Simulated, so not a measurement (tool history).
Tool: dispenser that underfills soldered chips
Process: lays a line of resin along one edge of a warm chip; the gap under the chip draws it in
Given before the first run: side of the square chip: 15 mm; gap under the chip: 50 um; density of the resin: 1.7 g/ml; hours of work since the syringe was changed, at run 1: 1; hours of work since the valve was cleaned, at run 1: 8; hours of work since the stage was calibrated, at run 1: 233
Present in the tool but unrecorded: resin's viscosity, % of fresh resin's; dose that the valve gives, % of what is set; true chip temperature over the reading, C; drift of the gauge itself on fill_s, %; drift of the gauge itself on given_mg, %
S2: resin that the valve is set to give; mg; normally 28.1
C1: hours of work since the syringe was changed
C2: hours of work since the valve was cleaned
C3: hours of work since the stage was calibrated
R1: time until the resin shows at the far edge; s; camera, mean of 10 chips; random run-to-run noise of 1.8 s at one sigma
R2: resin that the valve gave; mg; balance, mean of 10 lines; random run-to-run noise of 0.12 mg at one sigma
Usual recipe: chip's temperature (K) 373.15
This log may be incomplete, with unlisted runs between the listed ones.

{"run": 1, "day": 0.0, "chip's temperature (K)": 373.15, "S2": 28.1, "C1": 1, "C2": 8, "C3": 233, "R1": 173.8, "R2": 28.11}
{"run": 2, "day": 0.242, "chip's temperature (K)": 373.15, "S2": 28.1, "C1": 4, "C2": 11, "C3": 236, "R1": 222.6, "R2": 27.88}
{"day": 0.446, "done": "new syringe of resin"}
{"run": 3, "day": 0.45, "chip's temperature (K)": 361.15, "S2": 28.1, "C1": 0, "C2": 14, "C3": 239, "R1": 262.4, "R2": 27.92}
{"run": 4, "day": 0.792, "chip's temperature (K)": 361.15, "S2": 28.1, "C1": 5, "C2": 20, "C3": 245, "R1": 378, "R2": 27.67}
{"day": 0.912, "done": "new syringe of resin"}
{"run": 5, "day": 1.05, "chip's temperature (K)": 361.15, "S2": 28.1, "C1": 2, "C2": 23, "C3": 249, "R1": 296.6, "R2": 27.78}
{"run": 6, "day": 1.275, "chip's temperature (K)": 361.15, "S2": 27.9, "C1": 6, "C2": 27, "C3": 252, "R1": 381.5, "R2": 27.41}
{"day": 1.392, "done": "new syringe of resin"}
{"run": 7, "day": 1.483, "chip's temperature (K)": 361.15, "S2": 27.9, "C1": 1, "C2": 30, "C3": 255, "R1": 281, "R2": 27.42}
{"run": 8, "day": 1.65, "chip's temperature (K)": 361.15, "S2": 27.9, "C1": 4, "C2": 33, "C3": 258, "R1": 337.3, "R2": 27.46}
{"day": 1.854, "done": "new syringe of resin"}
{"run": 9, "day": 1.862, "chip's temperature (K)": 383.15, "S2": 28.1, "C1": 0, "C2": 36, "C3": 261, "R1": 117.5, "R2": 27.42}
{"run": 10, "day": 2.1, "chip's temperature (K)": 383.15, "S2": 33.9, "C1": 4, "C2": 39, "C3": 265, "R1": 148.1, "R2": 33.05}
{"day": 2.333, "done": "new syringe of resin"}
{"run": 11, "day": 2.396, "chip's temperature (K)": 383.15, "S2": 33.9, "C1": 1, "C2": 44, "C3": 269, "R1": 122.3, "R2": 32.85}
{"run": 12, "day": 2.758, "chip's temperature (K)": 383.15, "S2": 33.9, "C1": 7, "C2": 49, "C3": 275, "R1": 183.3, "R2": 33.02}
{"day": 2.812, "done": "new syringe of resin"}
{"run": 13, "day": 3.071, "chip's temperature (K)": 383.15, "S2": 33.9, "C1": 4, "C2": 54, "C3": 279, "R1": 146.3, "R2": 32.61}
{"day": 3.292, "done": "new syringe of resin"}
{"run": 14, "day": 3.4, "chip's temperature (K)": 373.15, "S2": 28.1, "C1": 2, "C2": 59, "C3": 284, "R1": 182.9, "R2": 27.15}

Run 15 has not been measured yet. What should we expect?
{"day": 3.762, "done": "new syringe of resin"}
{"run": 15, "day": 3.804, "chip's temperature (K)": 373.15, "S2": 28.8, "C1": 1, "C2": 65, "C3": 290, "R1": "?", "R2": "?"}

{"run 15": {"R1": 172.7, "R2": 27.48}}
On a tool with no hidden condition, and with the same random variation, this run would have come out at R1 176.1 s, R2 28.63 mg.
